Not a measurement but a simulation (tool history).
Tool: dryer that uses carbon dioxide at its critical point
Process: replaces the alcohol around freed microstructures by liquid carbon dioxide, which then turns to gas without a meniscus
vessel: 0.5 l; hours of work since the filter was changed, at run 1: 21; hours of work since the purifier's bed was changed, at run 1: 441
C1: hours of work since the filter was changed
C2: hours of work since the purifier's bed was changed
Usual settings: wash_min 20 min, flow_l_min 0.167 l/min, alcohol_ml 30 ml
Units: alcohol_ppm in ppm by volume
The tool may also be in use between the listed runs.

run 1 hour=0 | wash_min=20 flow_l_min=0.167 alcohol_ml=30 | C1=21 C2=441 | alcohol_ppm=156
run 2 hour=34.5 | wash_min=20 flow_l_min=0.167 alcohol_ml=30 | C1=46 C2=465 | alcohol_ppm=172
run 3 hour=58.3 | wash_min=20 flow_l_min=0.102 alcohol_ml=30 | C1=63 C2=482 | alcohol_ppm=1373
run 4 hour=89 | wash_min=21 flow_l_min=0.167 alcohol_ml=30 | C1=85 C2=504 | alcohol_ppm=166
run 5 hour=106.9 | wash_min=21 flow_l_min=0.167 alcohol_ml=30 | C1=97 C2=517 | alcohol_ppm=168
-- hour=135.9 purifier's bed changed
run 6 hour=135.9 | wash_min=20 flow_l_min=0.167 alcohol_ml=30 | C1=116 C2=0 | alcohol_ppm=111
run 7 hour=162.7 | wash_min=20 flow_l_min=0.167 alcohol_ml=30 | C1=135 C2=19 | alcohol_ppm=132
run 8 hour=178.9 | wash_min=20 flow_l_min=0.167 alcohol_ml=30 | C1=147 C2=31 | alcohol_ppm=135
run 9 hour=214.7 | wash_min=32 flow_l_min=0.167 alcohol_ml=30 | C1=172 C2=56 | alcohol_ppm=22
-- hour=231.3 inlet filter changed
run 10 hour=231.5 | wash_min=32 flow_l_min=0.167 alcohol_ml=30 | C1=0 C2=67 | alcohol_ppm=16
run 11 hour=250.5 | wash_min=32 flow_l_min=0.167 alcohol_ml=30 | C1=14 C2=81 | alcohol_ppm=23
run 12 hour=268 | wash_min=32 flow_l_min=0.167 alcohol_ml=30 | C1=26 C2=94 | alcohol_ppm=23
run 13 hour=300.7 | wash_min=19 flow_l_min=0.167 alcohol_ml=30 | C1=50 C2=117 | alcohol_ppm=158
run 14 hour=329.4 | wash_min=20 flow_l_min=0.109 alcohol_ml=30 | C1=70 C2=137 | alcohol_ppm=1024
run 15 hour=363.8 | wash_min=18 flow_l_min=0.167 alcohol_ml=30 | C1=95 C2=162 | alcohol_ppm=238
run 16 hour=390.3 | wash_min=18 flow_l_min=0.167 alcohol_ml=30 | C1=113 C2=181 | alcohol_ppm=229
run 17 hour=423.7 | wash_min=18 flow_l_min=0.167 alcohol_ml=30 | C1=137 C2=205 | alcohol_ppm=274
run 18 hour=453.4 | wash_min=20 flow_l_min=0.122 alcohol_ml=30 | C1=158 C2=226 | alcohol_ppm=775
run 19 hour=483.5 | wash_min=20 flow_l_min=0.167 alcohol_ml=52 | C1=180 C2=247 | alcohol_ppm=281
-- hour=488.6 inlet filter changed
run 20 hour=502.8 | wash_min=25 flow_l_min=0.189 alcohol_ml=52 | C1=10 C2=260 | alcohol_ppm=63
run 21 hour=535.6 | wash_min=15 flow_l_min=0.167 alcohol_ml=21 | C1=34 C2=284 | alcohol_ppm=375
run 22 hour=566.3 | wash_min=26 flow_l_min=0.209 alcohol_ml=29 | C1=55 C2=306 | alcohol_ppm=58
run 23 hour=584.6 | wash_min=26 flow_l_min=0.209 alcohol_ml=29 | C1=68 C2=319 | alcohol_ppm=56
run 24 hour=613.1 | wash_min=26 flow_l_min=0.209 alcohol_ml=29 | C1=89 C2=339 | alcohol_ppm=62
run 25 hour=637.7 | wash_min=30 flow_l_min=0.153 alcohol_ml=30 | C1=106 C2=356 | alcohol_ppm=79
run 26 hour=670 | wash_min=24 flow_l_min=0.25 alcohol_ml=96 | C1=129 C2=379 | alcohol_ppm=63
run 27 hour=704 | wash_min=24 flow_l_min=0.119 alcohol_ml=96 | C1=154 C2=404 | alcohol_ppm=1156
run 28 hour=726.1 | wash_min=27 flow_l_min=0.167 alcohol_ml=30 | C1=169 C2=420 | alcohol_ppm=87
run 29 hour=741.9 | wash_min=28 flow_l_min=0.255 alcohol_ml=34 | C1=181 C2=431 | alcohol_ppm=73
-- hour=745 inlet filter changed
run 30 hour=777.3 | wash_min=13 flow_l_min=0.11 alcohol_ml=20 | C1=23 C2=455 | alcohol_ppm=2656
run 31 hour=793.7 | wash_min=13 flow_l_min=0.11 alcohol_ml=20 | C1=35 C2=467 | alcohol_ppm=2731
run 32 hour=822.2 | wash_min=13 flow_l_min=0.11 alcohol_ml=20 | C1=55 C2=487 | alcohol_ppm=2781
run 33 hour=843.1 | wash_min=21 flow_l_min=0.116 alcohol_ml=24 | C1=70 C2=502 | alcohol_ppm=570
run 34 hour=860.9 | wash_min=20 flow_l_min=0.135 alcohol_ml=42 | C1=83 C2=515 | alcohol_ppm=598
run 35 hour=887.4 | wash_min=25 flow_l_min=0.219 alcohol_ml=23 | C1=102 C2=534 | alcohol_ppm=91
-- hour=893.2 purifier's bed changed
run 36 hour=924.2 | wash_min=14 flow_l_min=0.275 alcohol_ml=25 | C1=126 C2=22 | alcohol_ppm=34
run 37 hour=945.4 | wash_min=14 flow_l_min=0.275 alcohol_ml=25 | C1=141 C2=37 | alcohol_ppm=45

Some steps in alcohol_ppm between neighbouring runs. How much of each would the tool show without its hidden state too (settings, what came in, random variation), and how much is left for the hidden state, with any gauge scatter that isn't in both results?
The hidden state here: flow that reaches the vessel past the clogged filter, %; alcohol in the recycled carbon dioxide, ppm; drift of the gauge itself on alcohol_ppm, %.
Run 3 -> 4: wash_min 20 -> 21, flow_l_min 0.102 -> 0.167. alcohol_ppm -1207 ppm by volume: hidden state -133, all else -1074.
Run 17 -> 18: wash_min 18 -> 20, flow_l_min 0.167 -> 0.122. alcohol_ppm +501 ppm by volume: hidden state +150, all else +351.
Run 26 -> 27: flow_l_min 0.25 -> 0.119. alcohol_ppm +1093 ppm by volume: hidden state +388, all else +705.
Run 27 -> 28: wash_min 24 -> 27, flow_l_min 0.119 -> 0.167, alcohol_ml 96 -> 30. alcohol_ppm -1069 ppm by volume: hidden state -372, all else -697.
Run 29 -> 30: wash_min 28 -> 13, flow_l_min 0.255 -> 0.11, alcohol_ml 34 -> 20, inlet filter changed. alcohol_ppm +2583 ppm by volume: hidden state +91, all else +2492.
Run 32 -> 33: wash_min 13 -> 21, flow_l_min 0.11 -> 0.116, alcohol_ml 20 -> 24. alcohol_ppm -2211 ppm by volume: hidden state -126, all else -2085.
